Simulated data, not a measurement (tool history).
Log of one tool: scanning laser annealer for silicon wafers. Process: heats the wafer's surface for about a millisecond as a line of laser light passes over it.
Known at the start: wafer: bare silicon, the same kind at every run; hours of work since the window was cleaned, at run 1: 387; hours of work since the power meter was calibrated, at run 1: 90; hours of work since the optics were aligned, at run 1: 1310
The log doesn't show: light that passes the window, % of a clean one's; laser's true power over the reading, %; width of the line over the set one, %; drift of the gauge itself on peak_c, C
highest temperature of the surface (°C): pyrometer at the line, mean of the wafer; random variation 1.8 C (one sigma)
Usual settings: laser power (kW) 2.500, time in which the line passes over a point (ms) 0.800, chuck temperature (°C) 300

run   hour  laser power (kW)  time in which the line passes over a point (ms)  chuck temperature (°C)  hours of work since the window was cleaned  hours of work since the power meter was calibrated  hours of work since the optics were aligned  highest temperature of the surface (°C)
  1    0.0             2.500                                            0.800                     300                                         387                                                  90                                         1310                                      963
  2   22.4             2.500                                            0.800                     300                                         399                                                 103                                         1323                                      958
  3   47.0             2.500                                            0.800                     300                                         413                                                 116                                         1336                                      961
  4   63.8             2.482                                            0.800                     300                                         422                                                 126                                         1346                                      950
  5   84.4             2.500                                            0.890                     300                                         433                                                 137                                         1357                                      984
  6   98.9             2.500                                            0.871                     300                                         441                                                 145                                         1365                                      980
     122.3  -- optics aligned, line set to its width
  7  129.2             2.500                                            0.871                     300                                         455                                                 159                                            4                                      988
     144.4  -- window over the wafer cleaned
  8  150.0             2.500                                            0.871                     300                                           3                                                 169                                           14                                     1032
  9  171.0             2.500                                            0.871                     300                                          15                                                 181                                           26                                     1030
 10  190.9             2.385                                            0.800                     300                                          26                                                 192                                           37                                      967
 11  208.8             2.500                                            0.800                     312                                          36                                                 202                                           47                                     1015
 12  228.5             2.500                                            0.800                     312                                          46                                                 213                                           58                                     1012
 13  248.6             2.500                                            0.800                     312                                          58                                                 224                                           69                                     1011
 14  271.8             2.500                                            0.800                     312                                          70                                                 237                                           81                                     1012
 15  291.1             2.500                                            0.585                     300                                          81                                                 247                                           92                                      911
 16  310.5             2.500                                            0.585                     300                                          92                                                 258                                          103                                      910
 17  324.9             2.500                                            0.585                     300                                         100                                                 266                                          111                                      910
 18  337.0             2.500                                            0.585                     300                                         106                                                 273                                          117                                      908
 19  353.2             2.500                                            0.585                     300                                         115                                                 281                                          126                                      910
 20  375.5             2.500                                            0.585                     300                                         128                                                 294                                          139                                      907
 21  400.5             2.500                                            0.882                     300                                         141                                                 308                                          153                                     1021
 22  419.9             2.500                                            0.882                     303                                         152                                                 318                                          163                                     1023
 23  440.1             2.701                                            0.723                     271                                         163                                                 329                                          174                                      991
 24  457.0             2.500                                            0.671                     300                                         173                                                 339                                          184                                      939
 25  468.7             2.293                                            0.671                     286                                         179                                                 345                                          190                                      867
 26  494.1             2.293                                            0.671                     286                                         193                                                 359                                          204                                      863
 27  507.8             2.293                                            0.589                     286                                         201                                                 367                                          212                                      832
 28  520.1             2.293                                            0.589                     286                                         207                                                 374                                          219                                      832
 29  543.2             2.524                                            0.818                     318                                         220                                                 386                                          231                                     1016
 30  563.1             2.329                                            0.643                     300                                         231                                                 397                                          242                                      875
 31  585.7             2.715                                            0.733                     261                                         244                                                 410                                          255                                      981
 32  609.3             2.715                                            0.733                     261                                         257                                                 423                                          268                                      979
 33  628.1             2.142                                            0.981                     300                                         267                                                 433                                          278                                      920
 34  655.2             2.477                                            0.570                     298                                         282                                                 448                                          293                                      877
 35  673.6             2.477                                            0.570                     298                                         292                                                 458                                          303                                      877
 36  696.1             2.500                                            0.589                     300                                         305                                                 471                                          316                                      892
 37  715.5             2.637                                            0.926                     340                                         315                                                 482                                          327                                     1101
 38  726.5             2.637                                            0.926                     340                                         321                                                 488                                          333                                     1103
 39  751.0             2.713                                            0.730                     286                                         335                                                 501                                          346                                      996
 40  768.5             2.500                                            0.751                     300                                         345                                                 511                                          356                                      958
 41  786.1             2.614                                            0.800                     262                                         354                                                 521                                          366                                      964

Hidden state or all else? Some run-to-run changes of highest temperature of the surface (°C), split into what the settings, what came in and random variation would give without the hidden state, and what is left for the hidden state (with any gauge scatter that isn't in both results):
Run 6 -> 7: optics aligned, line set to its width. highest temperature of the surface (°C) +8: hidden state +8, all else +0.
Run 7 -> 8: window over the wafer cleaned. highest temperature of the surface (°C) +44: hidden state +43, all else +1.
Run 28 -> 29: laser power (kW) 2.293 -> 2.524, time in which the line passes over a point (ms) 0.589 -> 0.818, chuck temperature (°C) 286 -> 318. highest temperature of the surface (°C) +184: hidden state -6, all else +190.
Run 29 -> 30: laser power (kW) 2.524 -> 2.329, time in which the line passes over a point (ms) 0.818 -> 0.643, chuck temperature (°C) 318 -> 300. highest temperature of the surface (°C) -141: hidden state +3, all else -144.
Run 36 -> 37: laser power (kW) 2.500 -> 2.637, time in which the line passes over a point (ms) 0.589 -> 0.926, chuck temperature (°C) 300 -> 340. highest temperature of the surface (°C) +209: hidden state -10, all else +219.
